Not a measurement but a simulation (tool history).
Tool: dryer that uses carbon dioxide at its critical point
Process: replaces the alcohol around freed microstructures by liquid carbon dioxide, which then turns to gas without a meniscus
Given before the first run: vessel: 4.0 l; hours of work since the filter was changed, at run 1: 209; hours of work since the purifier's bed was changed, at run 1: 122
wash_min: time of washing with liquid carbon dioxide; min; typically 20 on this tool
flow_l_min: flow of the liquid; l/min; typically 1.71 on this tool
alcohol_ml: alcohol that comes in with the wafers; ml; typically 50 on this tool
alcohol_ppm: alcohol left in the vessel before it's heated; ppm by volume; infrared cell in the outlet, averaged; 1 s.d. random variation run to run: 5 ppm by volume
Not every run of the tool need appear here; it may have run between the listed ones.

run   hour  wash_min  flow_l_min  alcohol_ml  hours of work since the filter was changed  hours of work since the purifier's bed was changed  alcohol_ppm
  1    0.0        20        1.71          50                                         209                                                 122           70
  2    7.9        20        1.71          50                                         215                                                 127           74
  3   19.4        20        1.71          50                                         222                                                 135           66
  4   25.7        20        1.71          50                                         227                                                 139           80
  5   31.3        20        1.71          50                                         230                                                 143           71
  6   39.7        20        1.71          50                                         236                                                 149           81
  7   50.7        20        1.71         101                                         244                                                 156          101
  8   57.7        20        1.71         101                                         248                                                 161          112
  9   66.6        20        1.71         101                                         254                                                 167          117
 10   75.3        20        1.71          50                                         260                                                 173           83
 11   86.5        20        1.71          50                                         268                                                 181           88
 12   97.4        20        1.71          50                                         275                                                 188           95
 13  106.4        20        1.57          90                                         281                                                 194          147
 14  114.0        20        1.57          90                                         287                                                 199          147
 15  119.5        32        1.71          41                                         290                                                 203           77
 16  129.2        19        1.85          30                                         297                                                 210           81
 17  141.1        24        1.68          50                                         305                                                 218           94
 18  150.5        13        1.71          75                                         311                                                 224          409
 19  159.7        13        1.71          75                                         318                                                 230          421
 20  169.0        22        1.71          75                                         324                                                 237          116
 21  174.8        20        1.33         104                                         328                                                 240          305
 22  182.9        20        1.33         104                                         333                                                 246          326

Per-run results on a tool with no hidden state, each run keeping its own random variation:
The tool's hidden condition here consists of: flow that reaches the vessel past the clogged filter, %; alcohol in the recycled carbon dioxide, ppm; drift of the gauge itself on alcohol_ppm, %.
run  alcohol_ppm
  1           23
  2           25
  3           13
  4           27
  5           15
  6           24
  7           33
  8           42
  9           44
 10           17
 11           18
 12           20
 13           59
 14           56
 15            5
 16            3
 17           13
 18          254
 19          263
 20           24
 21          162
 22          178
